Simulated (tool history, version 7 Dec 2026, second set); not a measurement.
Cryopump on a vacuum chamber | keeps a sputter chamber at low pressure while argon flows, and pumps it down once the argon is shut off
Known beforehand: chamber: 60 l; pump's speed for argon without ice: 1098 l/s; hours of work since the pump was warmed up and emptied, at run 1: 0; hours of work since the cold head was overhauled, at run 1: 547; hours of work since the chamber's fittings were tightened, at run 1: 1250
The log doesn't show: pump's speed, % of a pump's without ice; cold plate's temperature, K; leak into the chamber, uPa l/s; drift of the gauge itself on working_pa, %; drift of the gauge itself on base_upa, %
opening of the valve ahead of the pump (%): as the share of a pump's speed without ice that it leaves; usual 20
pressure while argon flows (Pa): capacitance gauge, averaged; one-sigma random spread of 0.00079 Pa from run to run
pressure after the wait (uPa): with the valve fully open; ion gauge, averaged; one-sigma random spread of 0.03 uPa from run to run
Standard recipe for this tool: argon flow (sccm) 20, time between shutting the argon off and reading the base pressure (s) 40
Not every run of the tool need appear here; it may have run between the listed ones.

| run | hour | argon flow (sccm) | time between shutting the argon off and reading the base pressure (s) | opening of the valve ahead of the pump (%) | hours of work since the pump was warmed up and emptied | hours of work since the cold head was overhauled | hours of work since the chamber's fittings were tightened | pressure while argon flows (Pa) | pressure after the wait (uPa) |
|---|---|---|---|---|---|---|---|---|---|
| 1 | 0.0 | 20 | 40 | 20 | 0 | 547 | 1250 | 0.1538 | 2.13 |
| 2 | 36.3 | 20 | 40 | 56 | 16 | 563 | 1266 | 0.0559 | 2.16 |
| 3 | 55.4 | 22 | 40 | 56 | 24 | 571 | 1275 | 0.0611 | 2.16 |
| 4 | 84.4 | 22 | 40 | 56 | 37 | 584 | 1288 | 0.0613 | 2.15 |
| 5 | 104.0 | 22 | 40 | 56 | 46 | 593 | 1296 | 0.0613 | 2.19 |
| 6 | 133.1 | 22 | 40 | 56 | 59 | 606 | 1309 | 0.0604 | 2.18 |
| 7 | 165.0 | 20 | 40 | 20 | 73 | 620 | 1323 | 0.1558 | 2.16 |
| 8 | 194.3 | 29 | 47 | 24 | 86 | 633 | 1336 | 0.1884 | 2.12 |
| 9 | 214.9 | 26 | 74 | 46 | 95 | 642 | 1345 | 0.0887 | 1.63 |
| 10 | 243.2 | 35 | 33 | 16 | 107 | 654 | 1358 | 0.3378 | 2.53 |
| 11 | 271.6 | 20 | 122 | 25 | 120 | 667 | 1370 | 0.1244 | 1.48 |
| 12 | 293.2 | 20 | 122 | 25 | 129 | 676 | 1380 | 0.1264 | 1.45 |
| 13 | 324.8 | 25 | 47 | 43 | 143 | 690 | 1394 | 0.0916 | 2.12 |
| 14 | 366.9 | 25 | 47 | 43 | 162 | 709 | 1412 | 0.0925 | 2.06 |

Predict each of these 4 candidate next runs independently; none follows another, all start after run 14:
| A | 386.5 | 28 | 165 | 29 | 171 | 718 | 1421 | ? | ? |
| B | 386.5 | 22 | 66 | 15 | 171 | 718 | 1421 | ? | ? |
| C | 386.5 | 25 | 47 | 17 | 171 | 718 | 1421 | ? | ? |
| D | 386.5 | 14 | 47 | 18 | 171 | 718 | 1421 | ? | ? |

| run | pressure while argon flows (Pa) | pressure after the wait (uPa) |
|---|---|---|
| A | 0.1506 | 1.34 |
| B | 0.2286 | 1.76 |
| C | 0.2307 | 2.11 |
| D | 0.1207 | 2.15 |
Without the tool's unlogged condition, the same runs would have read:
| run | pressure while argon flows (Pa) | pressure after the wait (uPa) |
|---|---|---|
| A | 0.1475 | 0.57 |
| B | 0.2262 | 0.99 |
| C | 0.2279 | 1.33 |
| D | 0.1192 | 1.35 |
